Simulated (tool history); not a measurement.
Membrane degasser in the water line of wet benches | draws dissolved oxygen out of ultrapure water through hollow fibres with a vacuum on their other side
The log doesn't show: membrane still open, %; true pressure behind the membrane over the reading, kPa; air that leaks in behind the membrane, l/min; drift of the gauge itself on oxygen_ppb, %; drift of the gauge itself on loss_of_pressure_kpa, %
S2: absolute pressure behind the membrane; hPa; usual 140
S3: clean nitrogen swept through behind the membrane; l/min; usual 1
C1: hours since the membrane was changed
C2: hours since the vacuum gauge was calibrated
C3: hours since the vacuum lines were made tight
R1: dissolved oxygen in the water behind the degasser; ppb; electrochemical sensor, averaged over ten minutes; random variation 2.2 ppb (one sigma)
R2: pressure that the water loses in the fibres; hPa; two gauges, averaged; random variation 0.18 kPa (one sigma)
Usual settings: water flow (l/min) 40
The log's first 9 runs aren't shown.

run 10 hour=667.6 | water_flow_(l/min)=40 S2=91 S3=1 | C1=2174 C2=3068 C3=5326 | R1=474 R2=316.3
run 11 hour=738.9 | water_flow_(l/min)=40 S2=140 S3=0.95 | C1=2246 C2=3139 C3=5397 | R1=851.7 R2=315.9
run 12 hour=841.4 | water_flow_(l/min)=40 S2=140 S3=0.95 | C1=2348 C2=3242 C3=5499 | R1=848.9 R2=314
-- hour=929.6 vacuum gauge calibrated
run 13 hour=929.9 | water_flow_(l/min)=40 S2=216 S3=0.95 | C1=2436 C2=0 C3=5587 | R1=1342.8 R2=314
run 14 hour=983.6 | water_flow_(l/min)=40 S2=216 S3=0.95 | C1=2490 C2=54 C3=5641 | R1=1349.1 R2=311
run 15 hour=1034.2 | water_flow_(l/min)=40 S2=216 S3=0.95 | C1=2540 C2=105 C3=5692 | R1=1345.3 R2=313.9
run 16 hour=1129.1 | water_flow_(l/min)=40 S2=216 S3=0.95 | C1=2635 C2=200 C3=5787 | R1=1348.5 R2=315.8
run 17 hour=1212.2 | water_flow_(l/min)=40 S2=140 S3=1 | C1=2718 C2=283 C3=5870 | R1=814.5 R2=315.3
run 18 hour=1297.3 | water_flow_(l/min)=26 S2=179 S3=0.82 | C1=2803 C2=368 C3=5955 | R1=882.9 R2=205.3
run 19 hour=1404.4 | water_flow_(l/min)=25 S2=95 S3=0.57 | C1=2911 C2=475 C3=6062 | R1=520.7 R2=198.8
run 20 hour=1507.9 | water_flow_(l/min)=25 S2=129 S3=1.24 | C1=3014 C2=578 C3=6165 | R1=421.7 R2=196.9
run 21 hour=1609.5 | water_flow_(l/min)=49 S2=238 S3=1.24 | C1=3116 C2=680 C3=6267 | R1=1435.1 R2=384.6
run 22 hour=1661.2 | water_flow_(l/min)=40 S2=137 S3=1.02 | C1=3167 C2=732 C3=6319 | R1=783.1 R2=313.7
run 23 hour=1761.1 | water_flow_(l/min)=40 S2=137 S3=1.02 | C1=3267 C2=832 C3=6419 | R1=781.8 R2=314.3
run 24 hour=1817.2 | water_flow_(l/min)=40 S2=236 S3=1 | C1=3323 C2=888 C3=6475 | R1=1411.9 R2=314.8
run 25 hour=1906.5 | water_flow_(l/min)=44 S2=261 S3=0.55 | C1=3413 C2=977 C3=6564 | R1=2398 R2=349
run 26 hour=2002.9 | water_flow_(l/min)=27 S2=261 S3=2.43 | C1=3509 C2=1073 C3=6660 | R1=568.6 R2=212.4
run 27 hour=2071.4 | water_flow_(l/min)=28 S2=154 S3=2.31 | C1=3578 C2=1142 C3=6729 | R1=338.8 R2=221.8
run 28 hour=2140.4 | water_flow_(l/min)=60 S2=178 S3=2.31 | C1=3647 C2=1211 C3=6798 | R1=813.6 R2=477.3
run 29 hour=2185.8 | water_flow_(l/min)=60 S2=178 S3=2.31 | C1=3692 C2=1256 C3=6843 | R1=812.7 R2=476.4
run 30 hour=2286.5 | water_flow_(l/min)=25 S2=152 S3=1.66 | C1=3793 C2=1357 C3=6944 | R1=402.1 R2=197.1
run 31 hour=2336.9 | water_flow_(l/min)=37 S2=242 S3=0.58 | C1=3843 C2=1407 C3=6994 | R1=1974.1 R2=292.1
run 32 hour=2432.6 | water_flow_(l/min)=49 S2=139 S3=0.58 | C1=3939 C2=1503 C3=7090 | R1=1344 R2=389.2
run 33 hour=2486 | water_flow_(l/min)=49 S2=139 S3=0.58 | C1=3992 C2=1556 C3=7144 | R1=1344.4 R2=386.4

Forecast each of these 3 alternatives for the next run:
run A hour=2590.8 | water_flow_(l/min)=39 S2=195 S3=2.49 | C1=4097 C2=1661 C3=7248 | R1=? R2=?
run B hour=2590.8 | water_flow_(l/min)=62 S2=139 S3=0.91 | C1=4097 C2=1661 C3=7248 | R1=? R2=?
run C hour=2590.8 | water_flow_(l/min)=29 S2=184 S3=2.2 | C1=4097 C2=1661 C3=7248 | R1=? R2=?

run=A R1=566.4 R2=307.7
run=B R1=1212.5 R2=487.7
run=C R1=450.6 R2=227.7
Without the tool's hidden state the same runs would have given:
run=A R1=559.4 R2=301.2
run=B R1=1199.5 R2=477.4
run=C R1=444.5 R2=222.8
